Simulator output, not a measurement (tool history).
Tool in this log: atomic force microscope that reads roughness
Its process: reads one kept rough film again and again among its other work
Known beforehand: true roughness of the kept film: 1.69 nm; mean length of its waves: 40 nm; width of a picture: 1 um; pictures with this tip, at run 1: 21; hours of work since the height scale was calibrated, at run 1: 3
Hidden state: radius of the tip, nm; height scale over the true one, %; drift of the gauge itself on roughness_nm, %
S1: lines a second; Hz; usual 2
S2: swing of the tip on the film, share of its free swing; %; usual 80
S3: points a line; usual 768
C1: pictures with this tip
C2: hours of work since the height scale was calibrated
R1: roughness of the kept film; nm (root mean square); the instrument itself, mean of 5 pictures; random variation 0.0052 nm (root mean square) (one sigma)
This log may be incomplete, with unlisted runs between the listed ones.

Run 1, hour 0: usual settings; C1 21; C2 3. Result: R1 1.433 nm (root mean square).
Run 2, hour 8.9: usual settings; C1 31; C2 9. Result: R1 1.432 nm (root mean square).
Run 3, hour 18.5: usual settings; C1 41; C2 15. Result: R1 1.438 nm (root mean square).
Run 4, hour 26.9: usual settings but S3 963; C1 51; C2 21. Result: R1 1.432 nm (root mean square).
Run 5, hour 32.6: usual settings but S1 1.55 Hz; C1 57; C2 24. Result: R1 1.47 nm (root mean square).
Run 6, hour 42.1: usual settings but S2 70 %; C1 68; C2 31. Result: R1 1.499 nm (root mean square).
Run 7, hour 50.2: usual settings; C1 77; C2 36. Result: R1 1.419 nm (root mean square).
Run 8, hour 60.7: usual settings but S2 70 %; C1 89; C2 43. Result: R1 1.486 nm (root mean square).
Run 9, hour 66.2: usual settings but S2 70 %; C1 95; C2 46. Result: R1 1.476 nm (root mean square).
Run 10, hour 77.8: usual settings; C1 108; C2 54. Result: R1 1.409 nm (root mean square).
Run 11, hour 84.6: usual settings but S1 2.08 Hz; C1 115; C2 58. Result: R1 1.397 nm (root mean square).
Run 12, hour 91.1: usual settings but S2 66 %; C1 122; C2 62. Result: R1 1.499 nm (root mean square).
Run 13, hour 96.4: usual settings but S2 68 %; C1 128; C2 66. Result: R1 1.489 nm (root mean square).
Run 14, hour 103.4: usual settings; C1 136; C2 70. Result: R1 1.395 nm (root mean square).
Run 15, hour 109.6: usual settings; C1 143; C2 74. Result: R1 1.404 nm (root mean square).
Run 16, hour 121.3: usual settings; C1 156; C2 82. Result: R1 1.396 nm (root mean square).
At hour 123.3: height scale calibrated on a step standard.
Run 17, hour 133.5: usual settings; C1 169; C2 7. Result: R1 1.39 nm (root mean square).
At hour 137.8: new tip fitted.
Run 18, hour 143.9: usual settings; C1 7; C2 13. Result: R1 1.455 nm (root mean square).
Run 19, hour 155: usual settings; C1 19; C2 20. Result: R1 1.436 nm (root mean square).
Run 20, hour 164: usual settings but S1 2.88 Hz, S2 79 %, S3 434; C1 29; C2 26. Result: R1 1.372 nm (root mean square).
Run 21, hour 169.9: usual settings but S1 1.45 Hz, S2 56 %, S3 648; C1 35; C2 30. Result: R1 1.599 nm (root mean square).
Run 22, hour 178.1: usual settings but S1 1.39 Hz; C1 45; C2 35. Result: R1 1.496 nm (root mean square).
Run 23, hour 185.3: usual settings but S1 3.76 Hz, S2 62 %, S3 373; C1 53; C2 40. Result: R1 1.495 nm (root mean square).
Run 24, hour 190.6: usual settings but S2 55 %; C1 59; C2 43. Result: R1 1.576 nm (root mean square).
At hour 194.6: height scale calibrated on a step standard, once more.
Run 25, hour 202.8: usual settings but S1 2.65 Hz, S2 69 %, S3 844; C1 71; C2 5. Result: R1 1.479 nm (root mean square).
Run 26, hour 210.4: usual settings but S1 2.65 Hz, S2 69 %, S3 844; C1 79; C2 10. Result: R1 1.474 nm (root mean square).
Run 27, hour 221.9: usual settings but S2 84 %, S3 434; C1 92; C2 18. Result: R1 1.385 nm (root mean square).
Run 28, hour 231.6: usual settings but S1 3.17 Hz, S3 276; C1 103; C2 24. Result: R1 1.308 nm (root mean square).
Run 29, hour 243.4: usual settings but S1 3.17 Hz, S3 276; C1 116; C2 32. Result: R1 1.306 nm (root mean square).
Run 30, hour 251.2: usual settings but S1 3.17 Hz, S3 276; C1 125; C2 37. Result: R1 1.303 nm (root mean square).
Run 31, hour 261.4: usual settings but S1 3.17 Hz, S3 276; C1 136; C2 43. Result: R1 1.296 nm (root mean square).
Run 32, hour 271.7: usual settings but S1 3.17 Hz, S3 276; C1 148; C2 50. Result: R1 1.295 nm (root mean square).
Run 33, hour 277.5: usual settings but S1 3.17 Hz, S3 276; C1 154; C2 54. Result: R1 1.294 nm (root mean square).
Run 34, hour 285.3: usual settings but S1 3.17 Hz, S3 276; C1 163; C2 59. Result: R1 1.288 nm (root mean square).
Run 35, hour 293.8: usual settings but S1 1.85 Hz, S3 408; C1 172; C2 64. Result: R1 1.409 nm (root mean square).
At hour 295.1: new tip fitted.
Run 36, hour 299.9: usual settings but S1 0.68 Hz, S2 64 %, S3 946; C1 6; C2 68. Result: R1 1.619 nm (root mean square).
Run 37, hour 307.1: usual settings but S1 0.68 Hz, S2 56 %, S3 344; C1 14; C2 72. Result: R1 1.62 nm (root mean square).

Selected run-to-run steps in R1, each split into two signed amounts: the part the tool would show with no hidden state at all (from settings, incoming material and random variation), and the remainder, which goes to the hidden state together with any gauge scatter not common to the measured and the hidden-state-free results:
Run 17 -> 18: new tip fitted. R1 +0.065 nm (root mean square): hidden state +0.059, all else +0.006.
Run 20 -> 21: S1 2.88 -> 1.45, S2 79 -> 56, S3 434 -> 648. R1 +0.227 nm (root mean square): hidden state -0.004, all else +0.231.
Run 34 -> 35: S1 3.17 -> 1.85, S3 276 -> 408. R1 +0.121 nm (root mean square): hidden state -0.008, all else +0.129.
Run 35 -> 36: S1 1.85 -> 0.68, S2 80 -> 64, S3 408 -> 946, new tip fitted. R1 +0.21 nm (root mean square): hidden state +0.057, all else +0.153.
